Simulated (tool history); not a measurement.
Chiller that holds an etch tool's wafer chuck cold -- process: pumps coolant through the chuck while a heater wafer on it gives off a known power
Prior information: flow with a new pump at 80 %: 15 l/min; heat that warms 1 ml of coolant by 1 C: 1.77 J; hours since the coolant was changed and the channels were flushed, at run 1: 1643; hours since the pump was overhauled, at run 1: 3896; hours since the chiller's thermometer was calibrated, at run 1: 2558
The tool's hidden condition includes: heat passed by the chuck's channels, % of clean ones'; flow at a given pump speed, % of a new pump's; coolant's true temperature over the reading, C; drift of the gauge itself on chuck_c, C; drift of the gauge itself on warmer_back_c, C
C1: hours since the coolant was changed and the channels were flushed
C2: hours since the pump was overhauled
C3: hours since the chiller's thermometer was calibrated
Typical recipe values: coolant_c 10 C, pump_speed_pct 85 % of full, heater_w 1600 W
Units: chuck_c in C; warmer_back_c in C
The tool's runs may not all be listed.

{"run": 1, "day": 0.0, "coolant_c": 10, "pump_speed_pct": 85, "heater_w": 1600, "C1": 1643, "C2": 3896, "C3": 2558, "chuck_c": 20.6, "warmer_back_c": 3.5}
{"run": 2, "day": 4.558, "coolant_c": 10, "pump_speed_pct": 85, "heater_w": 1600, "C1": 1753, "C2": 4005, "C3": 2667, "chuck_c": 20.6, "warmer_back_c": 3.52}
{"run": 3, "day": 8.912, "coolant_c": 10, "pump_speed_pct": 85, "heater_w": 1600, "C1": 1857, "C2": 4110, "C3": 2772, "chuck_c": 20.6, "warmer_back_c": 3.55}
{"run": 4, "day": 10.917, "coolant_c": 10, "pump_speed_pct": 61, "heater_w": 1600, "C1": 1905, "C2": 4158, "C3": 2820, "chuck_c": 24.3, "warmer_back_c": 4.88}
{"day": 13.067, "done": "chiller's thermometer calibrated"}
{"run": 5, "day": 14.2, "coolant_c": 10, "pump_speed_pct": 85, "heater_w": 1376, "C1": 1983, "C2": 4235, "C3": 27, "chuck_c": 19.4, "warmer_back_c": 3.05}
{"run": 6, "day": 16.983, "coolant_c": 10, "pump_speed_pct": 85, "heater_w": 1600, "C1": 2050, "C2": 4302, "C3": 94, "chuck_c": 20.9, "warmer_back_c": 3.43}
{"run": 7, "day": 19.775, "coolant_c": 10, "pump_speed_pct": 85, "heater_w": 1600, "C1": 2117, "C2": 4369, "C3": 161, "chuck_c": 20.7, "warmer_back_c": 3.53}
{"day": 20.812, "done": "chiller's thermometer calibrated, once more"}
{"run": 8, "day": 24.638, "coolant_c": 10, "pump_speed_pct": 85, "heater_w": 1260, "C1": 2232, "C2": 4485, "C3": 92, "chuck_c": 18.3, "warmer_back_c": 2.83}
{"run": 9, "day": 27.342, "coolant_c": 10, "pump_speed_pct": 85, "heater_w": 1260, "C1": 2297, "C2": 4550, "C3": 157, "chuck_c": 18.5, "warmer_back_c": 2.82}
{"run": 10, "day": 32.162, "coolant_c": 10, "pump_speed_pct": 85, "heater_w": 1260, "C1": 2413, "C2": 4665, "C3": 272, "chuck_c": 18.6, "warmer_back_c": 2.81}
{"run": 11, "day": 34.812, "coolant_c": 10, "pump_speed_pct": 85, "heater_w": 1600, "C1": 2477, "C2": 4729, "C3": 336, "chuck_c": 20.8, "warmer_back_c": 3.55}
{"run": 12, "day": 38.104, "coolant_c": 10, "pump_speed_pct": 85, "heater_w": 1600, "C1": 2556, "C2": 4808, "C3": 415, "chuck_c": 20.9, "warmer_back_c": 3.55}
{"run": 13, "day": 40.446, "coolant_c": 10, "pump_speed_pct": 85, "heater_w": 1600, "C1": 2612, "C2": 4864, "C3": 471, "chuck_c": 20.8, "warmer_back_c": 3.51}
{"run": 14, "day": 43.8, "coolant_c": 10, "pump_speed_pct": 85, "heater_w": 1600, "C1": 2692, "C2": 4945, "C3": 552, "chuck_c": 21.0, "warmer_back_c": 3.54}
{"run": 15, "day": 48.683, "coolant_c": 10, "pump_speed_pct": 85, "heater_w": 1600, "C1": 2810, "C2": 5062, "C3": 669, "chuck_c": 20.8, "warmer_back_c": 3.47}
{"run": 16, "day": 51.408, "coolant_c": 10, "pump_speed_pct": 85, "heater_w": 1600, "C1": 2875, "C2": 5127, "C3": 734, "chuck_c": 21.0, "warmer_back_c": 3.54}
{"run": 17, "day": 54.521, "coolant_c": 10, "pump_speed_pct": 85, "heater_w": 1600, "C1": 2950, "C2": 5202, "C3": 809, "chuck_c": 20.9, "warmer_back_c": 3.56}
{"run": 18, "day": 58.042, "coolant_c": 10, "pump_speed_pct": 85, "heater_w": 1302, "C1": 3034, "C2": 5287, "C3": 894, "chuck_c": 18.9, "warmer_back_c": 2.94}
{"run": 19, "day": 61.417, "coolant_c": 10, "pump_speed_pct": 85, "heater_w": 1302, "C1": 3115, "C2": 5368, "C3": 974, "chuck_c": 19.0, "warmer_back_c": 2.93}
{"run": 20, "day": 64.712, "coolant_c": 10, "pump_speed_pct": 85, "heater_w": 1302, "C1": 3194, "C2": 5447, "C3": 1054, "chuck_c": 19.1, "warmer_back_c": 2.92}
{"run": 21, "day": 66.838, "coolant_c": 13, "pump_speed_pct": 90, "heater_w": 884, "C1": 3245, "C2": 5498, "C3": 1105, "chuck_c": 18.8, "warmer_back_c": 1.83}
{"run": 22, "day": 68.85, "coolant_c": 3, "pump_speed_pct": 99, "heater_w": 1106, "C1": 3294, "C2": 5546, "C3": 1153, "chuck_c": 9.8, "warmer_back_c": 2.14}
{"run": 23, "day": 71.792, "coolant_c": 3, "pump_speed_pct": 99, "heater_w": 1106, "C1": 3364, "C2": 5617, "C3": 1224, "chuck_c": 9.7, "warmer_back_c": 2.12}
{"run": 24, "day": 74.375, "coolant_c": 3, "pump_speed_pct": 68, "heater_w": 2105, "C1": 3426, "C2": 5679, "C3": 1286, "chuck_c": 20.8, "warmer_back_c": 5.89}
{"run": 25, "day": 77.962, "coolant_c": 0, "pump_speed_pct": 64, "heater_w": 1932, "C1": 3512, "C2": 5765, "C3": 1372, "chuck_c": 17.4, "warmer_back_c": 5.75}
{"run": 26, "day": 82.683, "coolant_c": 14, "pump_speed_pct": 85, "heater_w": 2065, "C1": 3625, "C2": 5878, "C3": 1485, "chuck_c": 28.3, "warmer_back_c": 4.55}
{"run": 27, "day": 86.408, "coolant_c": 4, "pump_speed_pct": 60, "heater_w": 881, "C1": 3715, "C2": 5967, "C3": 1574, "chuck_c": 12.5, "warmer_back_c": 2.79}
{"run": 28, "day": 90.188, "coolant_c": 8, "pump_speed_pct": 89, "heater_w": 1917, "C1": 3806, "C2": 6058, "C3": 1665, "chuck_c": 20.9, "warmer_back_c": 4.12}
{"run": 29, "day": 93.783, "coolant_c": 8, "pump_speed_pct": 89, "heater_w": 1917, "C1": 3892, "C2": 6144, "C3": 1751, "chuck_c": 21.0, "warmer_back_c": 4.09}
{"run": 30, "day": 96.046, "coolant_c": 11, "pump_speed_pct": 85, "heater_w": 1933, "C1": 3946, "C2": 6199, "C3": 1806, "chuck_c": 24.7, "warmer_back_c": 4.27}
{"run": 31, "day": 99.925, "coolant_c": 11, "pump_speed_pct": 85, "heater_w": 1933, "C1": 4039, "C2": 6292, "C3": 1899, "chuck_c": 24.8, "warmer_back_c": 4.34}

What if the next run were any one of these 3? Each begins from the tool's condition after run 31:
{"run": "A", "day": 104.467, "coolant_c": 5, "pump_speed_pct": 61, "heater_w": 1302, "C1": 4148, "C2": 6401, "C3": 2008, "chuck_c": "?", "warmer_back_c": "?"}
{"run": "B", "day": 104.467, "coolant_c": 4, "pump_speed_pct": 85, "heater_w": 957, "C1": 4148, "C2": 6401, "C3": 2008, "chuck_c": "?", "warmer_back_c": "?"}
{"run": "C", "day": 104.467, "coolant_c": 6, "pump_speed_pct": 95, "heater_w": 1619, "C1": 4148, "C2": 6401, "C3": 2008, "chuck_c": "?", "warmer_back_c": "?"}

run=A chuck_c=17.3 warmer_back_c=4.11
run=B chuck_c=10.8 warmer_back_c=2.18
run=C chuck_c=16.6 warmer_back_c=3.24
With the hidden condition removed and each run's random variation left untouched, the same runs would have given:
run=A chuck_c=15.6 warmer_back_c=3.91
run=B chuck_c=9.9 warmer_back_c=2.07
run=C chuck_c=15.1 warmer_back_c=3.08
